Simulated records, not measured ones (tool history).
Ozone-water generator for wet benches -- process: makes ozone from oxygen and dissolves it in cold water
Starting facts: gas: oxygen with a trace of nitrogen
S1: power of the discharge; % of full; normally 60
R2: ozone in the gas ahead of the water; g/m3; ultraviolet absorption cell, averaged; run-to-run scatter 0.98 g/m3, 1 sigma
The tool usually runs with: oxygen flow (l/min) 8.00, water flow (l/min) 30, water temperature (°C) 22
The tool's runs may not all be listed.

Run 1, hour 0.0: usual settings. Result: dissolved ozone (ppm) 15.8, R2 167.4 g/m3.
Run 2, hour 16.5: usual settings. Result: dissolved ozone (ppm) 15.5, R2 167.5 g/m3.
Run 3, hour 41.8: usual settings. Result: dissolved ozone (ppm) 15.5, R2 167.0 g/m3.
Run 4, hour 60.0: usual settings. Result: dissolved ozone (ppm) 15.7, R2 166.3 g/m3.
Run 5, hour 85.1: usual settings but water flow (l/min) 39. Result: dissolved ozone (ppm) 12.8, R2 165.7 g/m3.
Run 6, hour 113.8: usual settings but S1 52 % of full. Result: dissolved ozone (ppm) 13.6, R2 147.8 g/m3.
Run 7, hour 144.2: usual settings. Result: dissolved ozone (ppm) 15.4, R2 167.7 g/m3.
Run 8, hour 170.1: usual settings but oxygen flow (l/min) 6.53. Result: dissolved ozone (ppm) 16.1, R2 190.0 g/m3.
Run 9, hour 199.4: usual settings but oxygen flow (l/min) 6.53. Result: dissolved ozone (ppm) 16.0, R2 188.8 g/m3.
Run 10, hour 220.0: usual settings but water temperature (°C) 18. Result: dissolved ozone (ppm) 16.5, R2 167.2 g/m3.
Run 11, hour 238.6: usual settings but water temperature (°C) 18. Result: dissolved ozone (ppm) 16.6, R2 167.3 g/m3.
Run 12, hour 261.4: usual settings but water temperature (°C) 18. Result: dissolved ozone (ppm) 16.3, R2 165.4 g/m3.
Run 13, hour 285.0: usual settings but water temperature (°C) 18. Result: dissolved ozone (ppm) 16.2, R2 166.7 g/m3.
Run 14, hour 311.0: usual settings but water temperature (°C) 16. Result: dissolved ozone (ppm) 16.8, R2 166.3 g/m3.
Run 15, hour 326.0: usual settings but water temperature (°C) 28. Result: dissolved ozone (ppm) 14.0, R2 165.2 g/m3.
Run 16, hour 348.5: usual settings but water temperature (°C) 28. Result: dissolved ozone (ppm) 14.1, R2 165.7 g/m3.
Run 17, hour 376.6: usual settings but water temperature (°C) 28. Result: dissolved ozone (ppm) 14.3, R2 164.8 g/m3.
Run 18, hour 406.5: usual settings but water temperature (°C) 28. Result: dissolved ozone (ppm) 13.9, R2 165.6 g/m3.
Run 19, hour 437.6: usual settings but S1 61 % of full, oxygen flow (l/min) 5.57, water flow (l/min) 19. Result: dissolved ozone (ppm) 22.4, R2 210.7 g/m3.
Run 20, hour 463.3: usual settings but S1 61 % of full, oxygen flow (l/min) 12.78, water flow (l/min) 47. Result: dissolved ozone (ppm) 10.6, R2 123.9 g/m3.
Run 21, hour 486.5: usual settings but S1 61 % of full, oxygen flow (l/min) 12.78, water flow (l/min) 47. Result: dissolved ozone (ppm) 10.7, R2 124.8 g/m3.
Run 22, hour 511.1: usual settings but S1 84 % of full, oxygen flow (l/min) 5.31, water flow (l/min) 47. Result: dissolved ozone (ppm) 14.2, R2 286.7 g/m3.
Run 23, hour 531.9: usual settings but S1 84 % of full, oxygen flow (l/min) 5.31, water flow (l/min) 47. Result: dissolved ozone (ppm) 14.3, R2 283.5 g/m3.
Run 24, hour 561.2: usual settings but S1 57 % of full. Result: dissolved ozone (ppm) 14.5, R2 157.5 g/m3.
Run 25, hour 589.6: usual settings but S1 57 % of full. Result: dissolved ozone (ppm) 14.6, R2 159.0 g/m3.
Run 26, hour 607.1: usual settings but S1 65 % of full, water temperature (°C) 21. Result: dissolved ozone (ppm) 16.6, R2 177.2 g/m3.
Run 27, hour 639.9: usual settings but S1 65 % of full, water temperature (°C) 21. Result: dissolved ozone (ppm) 16.6, R2 176.8 g/m3.
Run 28, hour 670.0: usual settings but S1 65 % of full, water temperature (°C) 21. Result: dissolved ozone (ppm) 16.7, R2 176.6 g/m3.
Run 29, hour 693.0: usual settings but oxygen flow (l/min) 9.07, water flow (l/min) 18, water temperature (°C) 17. Result: dissolved ozone (ppm) 22.7, R2 149.7 g/m3.
Run 30, hour 722.0: usual settings but oxygen flow (l/min) 9.07, water flow (l/min) 18, water temperature (°C) 17. Result: dissolved ozone (ppm) 22.6, R2 150.2 g/m3.
Run 31, hour 745.5: usual settings but S1 45 % of full, oxygen flow (l/min) 9.07, water flow (l/min) 42, water temperature (°C) 17. Result: dissolved ozone (ppm) 9.9, R2 119.5 g/m3.

What if the next run were any one of these 3? Each begins from the tool's condition after run 31:
Run A, hour 771.5: usual settings but S1 97 % of full. Result: dissolved ozone (ppm) ?, R2 ?.
Run B, hour 771.5: usual settings but S1 45 % of full, oxygen flow (l/min) 9.07, water flow (l/min) 20, water temperature (°C) 25. Result: dissolved ozone (ppm) ?, R2 ?.
Run C, hour 771.5: usual settings but S1 57 % of full, oxygen flow (l/min) 4.43. Result: dissolved ozone (ppm) ?, R2 ?.

run  dissolved ozone (ppm)     R2
  A                   22.7  247.2
  B                   14.2  117.0
  C                   15.1  228.2
With no hidden state in the tool, these same runs would have given:
run  dissolved ozone (ppm)     R2
  A                   24.4  257.6
  B                   15.0  119.4
  C                   16.0  234.3
